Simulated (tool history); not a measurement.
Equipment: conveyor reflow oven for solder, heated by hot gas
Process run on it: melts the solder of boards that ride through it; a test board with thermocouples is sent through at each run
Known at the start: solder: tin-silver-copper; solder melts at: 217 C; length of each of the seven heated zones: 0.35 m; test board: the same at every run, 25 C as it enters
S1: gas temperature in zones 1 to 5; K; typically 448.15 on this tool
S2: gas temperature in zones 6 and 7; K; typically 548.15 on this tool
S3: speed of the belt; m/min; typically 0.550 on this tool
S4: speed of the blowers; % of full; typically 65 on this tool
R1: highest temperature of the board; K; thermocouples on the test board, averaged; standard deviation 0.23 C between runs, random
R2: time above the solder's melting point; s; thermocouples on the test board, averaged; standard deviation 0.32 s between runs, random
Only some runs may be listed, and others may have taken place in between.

| run | hour | S1 | S2 | S3 | S4 | R1 | R2 |
|---|---|---|---|---|---|---|---|
| 1 | 0.0 | 448.15 | 548.15 | 0.550 | 65 | 528.35 | 59.3 |
| 2 | 5.1 | 448.15 | 548.15 | 0.550 | 65 | 528.55 | 59.4 |
| 3 | 8.8 | 448.15 | 548.15 | 0.550 | 65 | 528.55 | 58.9 |
| 4 | 12.9 | 458.15 | 548.15 | 0.550 | 65 | 530.25 | 64.9 |
| 5 | 20.3 | 458.15 | 548.15 | 0.550 | 65 | 530.35 | 64.8 |
| 6 | 25.3 | 448.15 | 548.15 | 0.550 | 65 | 528.35 | 59.2 |
| 7 | 32.4 | 448.15 | 548.15 | 0.550 | 65 | 528.05 | 58.7 |
| 8 | 39.6 | 448.15 | 548.15 | 0.550 | 65 | 527.95 | 59.1 |
| 9 | 46.1 | 448.15 | 548.15 | 0.550 | 65 | 527.85 | 59.0 |
| 10 | 54.1 | 448.15 | 548.15 | 0.550 | 65 | 528.15 | 58.8 |
| 11 | 62.1 | 448.15 | 548.15 | 0.550 | 65 | 528.25 | 58.5 |
| 12 | 68.7 | 448.15 | 548.15 | 0.565 | 65 | 527.45 | 56.3 |
| 13 | 77.6 | 448.15 | 548.15 | 0.550 | 65 | 527.95 | 59.0 |
| 14 | 83.5 | 434.15 | 548.15 | 0.550 | 65 | 524.85 | 52.2 |
| 15 | 89.3 | 434.15 | 548.15 | 0.550 | 65 | 524.85 | 51.5 |
| 16 | 95.6 | 445.15 | 548.15 | 0.550 | 65 | 527.45 | 57.6 |
| 17 | 102.3 | 461.15 | 538.15 | 0.550 | 65 | 522.25 | 59.9 |
| 18 | 110.4 | 461.15 | 538.15 | 0.550 | 65 | 521.75 | 59.8 |

Predict the results of run 19:
| 19 | 116.0 | 448.15 | 548.15 | 0.550 | 79 | ? | ? |

Run 19 yielded R1 531.95 K, R2 62.1 s.
Minus the tool's unlogged condition, the same run would have read R1 532.35 K, R2 61.6 s.
